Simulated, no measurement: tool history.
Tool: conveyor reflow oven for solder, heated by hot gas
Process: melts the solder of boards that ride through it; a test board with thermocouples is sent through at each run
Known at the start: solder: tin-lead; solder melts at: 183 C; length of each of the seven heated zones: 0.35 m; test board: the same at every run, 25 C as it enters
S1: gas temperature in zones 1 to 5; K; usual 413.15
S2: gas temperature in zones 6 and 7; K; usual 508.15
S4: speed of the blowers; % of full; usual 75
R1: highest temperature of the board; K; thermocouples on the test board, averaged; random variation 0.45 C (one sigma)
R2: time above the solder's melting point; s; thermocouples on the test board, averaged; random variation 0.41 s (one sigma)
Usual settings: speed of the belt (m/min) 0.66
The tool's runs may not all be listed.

Run 1, hour 0: usual settings. Result: R1 488.85 K, R2 46.5 s.
Run 2, hour 47.3: usual settings. Result: R1 487.65 K, R2 46.3 s.
Run 3, hour 91.3: usual settings. Result: R1 488.65 K, R2 46 s.
Run 4, hour 132.5: usual settings but speed of the belt (m/min) 0.646. Result: R1 489.05 K, R2 47.8 s.
Run 5, hour 176.6: usual settings. Result: R1 488.25 K, R2 46.6 s.
Run 6, hour 210: usual settings but S4 70 % of full. Result: R1 486.65 K, R2 44.3 s.
Run 7, hour 230.1: usual settings but S4 70 % of full. Result: R1 486.95 K, R2 44.9 s.
Run 8, hour 270.5: usual settings but S4 70 % of full. Result: R1 487.25 K, R2 45.1 s.
At hour 285.3: flux residue cleaned out of gas plates and filters.
Run 9, hour 312.2: usual settings but S4 70 % of full. Result: R1 487.65 K, R2 44.7 s.
Run 10, hour 355.1: usual settings but S2 516.15 K, S4 70 % of full. Result: R1 494.05 K, R2 48.6 s.
Run 11, hour 397.4: usual settings but S2 516.15 K, S4 70 % of full. Result: R1 493.75 K, R2 49.3 s.
Run 12, hour 420: usual settings but S2 516.15 K, S4 70 % of full. Result: R1 493.05 K, R2 48.8 s.
Run 13, hour 450: usual settings but S2 516.15 K, S4 70 % of full. Result: R1 492.75 K, R2 49.2 s.
Run 14, hour 486.3: usual settings but S4 68 % of full. Result: R1 486.25 K, R2 44.4 s.
Run 15, hour 514.9: usual settings but S4 68 % of full. Result: R1 485.95 K, R2 44.5 s.
Run 16, hour 551.4: usual settings but speed of the belt (m/min) 0.664, S4 68 % of full. Result: R1 486.45 K, R2 43.6 s.
Run 17, hour 595.5: usual settings but S1 427.15 K, S2 512.15 K, speed of the belt (m/min) 0.664, S4 68 % of full. Result: R1 492.35 K, R2 53 s.
Run 18, hour 628.5: usual settings but S1 427.15 K, S2 512.15 K, speed of the belt (m/min) 0.664, S4 68 % of full. Result: R1 493.05 K, R2 52.7 s.
Run 19, hour 655.2: usual settings but S1 422.15 K, S2 517.15 K. Result: R1 497.05 K, R2 55.1 s.
Run 20, hour 690.9: usual settings but S1 411.15 K, S2 517.15 K. Result: R1 495.35 K, R2 50.6 s.
Run 21, hour 723.6: usual settings but S1 406.15 K, S2 517.15 K, speed of the belt (m/min) 0.705, S4 59 % of full. Result: R1 485.55 K, R2 38.3 s.
Run 22, hour 749.6: usual settings but S1 414.15 K, S2 516.15 K, speed of the belt (m/min) 0.728, S4 66 % of full. Result: R1 488.45 K, R2 41 s.
Run 23, hour 776.7: usual settings but S1 424.15 K. Result: R1 490.85 K, R2 51.4 s.
Run 24, hour 817.2: usual settings but S1 424.15 K. Result: R1 490.15 K, R2 51.1 s.
Run 25, hour 840.9: usual settings but S1 424.15 K. Result: R1 490.95 K, R2 51.2 s.
Run 26, hour 884.1: usual settings but S1 405.15 K. Result: R1 486.45 K, R2 42.8 s.

The next listed run, before its measurement:
Run 27, hour 919.4: usual settings but S1 405.15 K. Result: R1 ?, R2 ?.

Run 27 gave R1 486.85 K, R2 41.9 s.
Without the tool's hidden state the same run would have given R1 487.05 K, R2 42 s.
